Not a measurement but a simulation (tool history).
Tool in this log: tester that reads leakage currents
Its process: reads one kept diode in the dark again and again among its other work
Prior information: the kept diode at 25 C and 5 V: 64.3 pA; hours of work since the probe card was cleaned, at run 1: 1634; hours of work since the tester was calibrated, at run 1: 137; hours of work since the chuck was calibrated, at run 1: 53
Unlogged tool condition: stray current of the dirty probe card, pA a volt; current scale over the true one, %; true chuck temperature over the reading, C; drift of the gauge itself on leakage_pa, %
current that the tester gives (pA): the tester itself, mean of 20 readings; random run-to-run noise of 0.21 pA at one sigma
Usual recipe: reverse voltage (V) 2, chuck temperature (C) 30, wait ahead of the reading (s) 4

| run | hour | reverse voltage (V) | chuck temperature (C) | wait ahead of the reading (s) | hours of work since the probe card was cleaned | hours of work since the tester was calibrated | hours of work since the chuck was calibrated | current that the tester gives (pA) |
|---|---|---|---|---|---|---|---|---|
| 1 | 0 | 2 | 30 | 4 | 1634 | 137 | 53 | 70.72 |
| 2 | 21.8 | 2 | 30 | 4 | 1651 | 154 | 70 | 71.08 |
| 3 | 44.5 | 2 | 30 | 4 | 1668 | 171 | 88 | 71.04 |
| 4 | 72 | 2 | 30 | 4 | 1690 | 192 | 109 | 71.25 |
| 5 | 102 | 2 | 30 | 4 | 1713 | 216 | 132 | 71.6 |
| 6 | 116.9 | 2 | 29 | 4 | 1724 | 227 | 144 | 66.43 |
| 7 | 146.9 | 2 | 29 | 4 | 1748 | 250 | 167 | 66.36 |
| 8 | 175.6 | 13.49 | 30 | 4 | 1770 | 273 | 189 | 161.31 |
| 9 | 192.4 | 13.49 | 32 | 4 | 1783 | 286 | 202 | 186.39 |
| 10 | 221.6 | 13.49 | 32 | 4 | 1805 | 308 | 225 | 186.65 |
| 11 | 238.2 | 13.49 | 32 | 4 | 1818 | 321 | 238 | 186.29 |
| 12 | 253.4 | 13.49 | 32 | 4 | 1830 | 333 | 249 | 187.41 |
| 13 | 279.8 | 13.49 | 32 | 4 | 1850 | 353 | 270 | 187.38 |
| 14 | 301.4 | 13.49 | 32 | 4 | 1867 | 370 | 287 | 188.05 |
| 15 | 318.4 | 1.44 | 32 | 4 | 1880 | 383 | 300 | 73.64 |
| 16 | 347.3 | 1.44 | 32 | 4 | 1903 | 405 | 322 | 73.85 |
| 17 | 375.2 | 2 | 30 | 4 | 1924 | 427 | 344 | 72.75 |
| 18 | 398.3 | 2 | 30 | 4 | 1942 | 445 | 362 | 72.56 |
| 19 | 419.4 | 2 | 30 | 4 | 1958 | 461 | 378 | 73.19 |
| 20 | 455.5 | 2 | 30 | 7.76 | 1986 | 489 | 406 | 72.57 |
| 21 | 483 | 2 | 30 | 7.76 | 2008 | 510 | 427 | 73.17 |
| 22 | 500.7 | 2 | 30 | 7.76 | 2021 | 524 | 441 | 73.21 |
| 23 | 516.8 | 2 | 30 | 7.76 | 2034 | 536 | 453 | 73.64 |
| 24 | 552.8 | 4.84 | 41 | 2.57 | 2062 | 564 | 481 | 234.07 |
| 25 | 581.4 | 2 | 40 | 4 | 2084 | 586 | 503 | 153.64 |
| 26 | 615.3 | 2 | 40 | 4 | 2110 | 613 | 529 | 153.5 |
| 27 | 631.7 | 2 | 40 | 4 | 2123 | 625 | 542 | 154.76 |
|  | 666.1 | chuck's temperature calibrated |
| 28 | 666.1 | 2 | 40 | 4 | 2148 | 650 | 0 | 147.95 |
| 29 | 700.3 | 2 | 24 | 4 | 2174 | 677 | 26 | 45.71 |
| 30 | 724.8 | 2 | 24 | 4 | 2193 | 696 | 45 | 45.32 |
| 31 | 747.2 | 8.08 | 51 | 9.22 | 2210 | 713 | 63 | 554.38 |
| 32 | 762.4 | 8.08 | 51 | 9.22 | 2222 | 725 | 74 | 551.09 |
| 33 | 790.5 | 1.03 | 30 | 3.4 | 2244 | 747 | 96 | 54.67 |
| 34 | 806.3 | 2.63 | 31 | 4 | 2256 | 759 | 108 | 86.92 |
| 35 | 826.8 | 2 | 22 | 4 | 2272 | 775 | 124 | 39.47 |
| 36 | 850 | 2.07 | 38 | 5.71 | 2290 | 793 | 142 | 131.33 |
| 37 | 871.3 | 2.07 | 38 | 5.71 | 2306 | 809 | 159 | 131.33 |
| 38 | 889.3 | 17.6 | 30 | 4 | 2320 | 823 | 173 | 188.81 |
| 39 | 921.3 | 17.6 | 30 | 4 | 2345 | 848 | 197 | 189.07 |
| 40 | 943.1 | 4.96 | 25 | 2.17 | 2362 | 865 | 214 | 74.92 |

How the hidden state differs across the entries between the runs, from the last listed run before each to the first after it:
Runs 27 to 28: chuck's temperature calibrated (hour 666.1)
  stray current of the dirty probe card, pA a volt: 1.7 -> 1.72; current scale over the true one, %: -0.08 -> -0.09; true chuck temperature over the reading, C: 0.46 -> -0.07
  the result without the hidden state subtracted from the measured one, current that the tester gives (pA): +8.26 -> +2.5
